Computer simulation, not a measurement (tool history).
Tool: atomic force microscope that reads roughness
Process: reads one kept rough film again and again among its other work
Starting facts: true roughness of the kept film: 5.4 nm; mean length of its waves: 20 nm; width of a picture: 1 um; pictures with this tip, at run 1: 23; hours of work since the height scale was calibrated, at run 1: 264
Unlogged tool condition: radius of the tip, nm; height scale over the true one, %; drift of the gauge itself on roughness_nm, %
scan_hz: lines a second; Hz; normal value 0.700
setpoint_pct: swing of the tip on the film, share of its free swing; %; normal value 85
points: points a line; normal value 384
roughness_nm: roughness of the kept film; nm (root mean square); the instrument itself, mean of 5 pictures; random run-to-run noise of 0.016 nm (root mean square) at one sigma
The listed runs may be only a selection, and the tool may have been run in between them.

run	hour	scan_hz	setpoint_pct	points	pictures with this tip	hours of work since the height scale was calibrated	roughness_nm
1	0.0	0.700	85	384	23	264	3.308
2	19.2	0.700	85	384	66	279	2.632
# hour 21.7: new tip fitted
3	40.8	0.700	85	384	43	294	2.916
# hour 53.0: new tip fitted
4	60.5	0.700	69	384	17	309	3.588
5	73.6	0.700	69	384	47	318	2.982
# hour 83.7: new tip fitted
6	85.9	1.488	69	384	5	327	3.734
7	103.5	0.700	85	384	44	340	2.916
# hour 115.0: new tip fitted
8	123.3	0.700	85	384	19	355	3.376
# hour 145.7: new tip fitted
9	145.7	0.700	85	384	0	371	3.756
10	157.3	0.700	58	384	26	380	3.460
11	170.5	0.700	58	384	56	389	2.963
# hour 177.4: new tip fitted
12	182.9	0.700	85	384	13	398	3.519
# hour 186.0: height scale calibrated on a step standard
13	203.4	0.700	85	384	57	13	2.753
# hour 209.5: new tip fitted
14	216.5	0.700	62	384	16	22	3.681
15	227.4	0.680	88	278	40	31	2.882
16	238.4	1.570	56	352	65	39	2.722
# hour 241.5: new tip fitted
17	253.2	3.671	66	307	26	49	3.003
18	269.3	3.671	66	307	63	61	2.447
# hour 273.1: new tip fitted
19	292.7	3.671	66	307	45	78	2.728
# hour 304.1: new tip fitted
20	314.5	0.677	85	751	23	94	3.364
# hour 325.8: height scale calibrated on a step standard, once more
21	329.0	2.015	67	751	54	2	2.729
# hour 337.3: new tip fitted
22	341.9	0.700	63	384	11	12	3.763
23	359.1	0.765	68	524	50	24	3.082
# hour 369.0: new tip fitted
24	372.3	1.694	63	332	7	34	3.710
25	392.0	1.694	63	332	52	49	2.896
# hour 400.5: new tip fitted
26	411.2	2.550	76	375	24	62	2.964
27	425.1	1.138	58	329	56	73	2.897

Selected run-to-run steps in roughness_nm, each split into two signed amounts: the part the tool would show with no hidden state at all (from settings, incoming material and random variation), and the remainder, which goes to the hidden state together with any gauge scatter not common to the measured and the hidden-state-free results:
Run 5 -> 6: scan_hz 0.700 -> 1.488, new tip fitted. roughness_nm +0.752 nm (root mean square): hidden state +0.896, all else -0.144.
Run 11 -> 12: setpoint_pct 58 -> 85, new tip fitted. roughness_nm +0.556 nm (root mean square): hidden state +0.857, all else -0.301.
Run 13 -> 14: setpoint_pct 85 -> 62, new tip fitted. roughness_nm +0.928 nm (root mean square): hidden state +0.659, all else +0.269.
Run 21 -> 22: scan_hz 2.015 -> 0.700, setpoint_pct 67 -> 63, points 751 -> 384, new tip fitted. roughness_nm +1.034 nm (root mean square): hidden state +0.780, all else +0.254.
